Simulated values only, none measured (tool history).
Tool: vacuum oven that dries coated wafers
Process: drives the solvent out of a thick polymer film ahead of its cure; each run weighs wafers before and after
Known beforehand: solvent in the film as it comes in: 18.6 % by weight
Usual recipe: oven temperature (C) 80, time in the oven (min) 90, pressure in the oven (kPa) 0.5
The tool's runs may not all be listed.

Run 1, day 0: usual settings. Result: solvent left in the film (%) 1.27.
Run 2, day 1.171: usual settings. Result: solvent left in the film (%) 1.23.
Run 3, day 2.104: usual settings. Result: solvent left in the film (%) 1.36.
Run 4, day 3.783: usual settings. Result: solvent left in the film (%) 1.3.
Run 5, day 4.808: usual settings but time in the oven (min) 113. Result: solvent left in the film (%) 0.89.
Run 6, day 6.308: usual settings but time in the oven (min) 56. Result: solvent left in the film (%) 2.82.
Run 7, day 7.262: usual settings but time in the oven (min) 144. Result: solvent left in the film (%) 0.72.
Run 8, day 8.742: usual settings. Result: solvent left in the film (%) 1.26.
Run 9, day 10.196: usual settings. Result: solvent left in the film (%) 1.3.
Run 10, day 11.479: usual settings but oven temperature (C) 83, time in the oven (min) 93, pressure in the oven (kPa) 0.506. Result: solvent left in the film (%) 1.03.
Run 11, day 12.3: usual settings but oven temperature (C) 83, time in the oven (min) 93, pressure in the oven (kPa) 0.506. Result: solvent left in the film (%) 0.92.
Run 12, day 13.667: usual settings but oven temperature (C) 71, time in the oven (min) 93, pressure in the oven (kPa) 0.448. Result: solvent left in the film (%) 2.56.
Run 13, day 15.117: usual settings but oven temperature (C) 68, time in the oven (min) 51, pressure in the oven (kPa) 1.941. Result: solvent left in the film (%) 7.15.
Run 14, day 16.1: usual settings but time in the oven (min) 127, pressure in the oven (kPa) 0.589. Result: solvent left in the film (%) 0.88.
Run 15, day 16.988: usual settings but time in the oven (min) 127, pressure in the oven (kPa) 0.589. Result: solvent left in the film (%) 0.85.

3 ways to go on from here, each from the tool as it stands after run 15. What would each give?
Run A, day 17.692: usual settings but oven temperature (C) 84, time in the oven (min) 113. Result: solvent left in the film (%) ?.
Run B, day 17.692: usual settings but oven temperature (C) 75, time in the oven (min) 130, pressure in the oven (kPa) 0.462. Result: solvent left in the film (%) ?.
Run C, day 17.692: usual settings but oven temperature (C) 91, time in the oven (min) 64. Result: solvent left in the film (%) ?.

run  solvent left in the film (%)
  A                           0.7
  B                          1.17
  C                          0.93
What these runs would have given with no unlogged condition in the tool:
run  solvent left in the film (%)
  A                          0.51
  B                          0.93
  C                          0.84
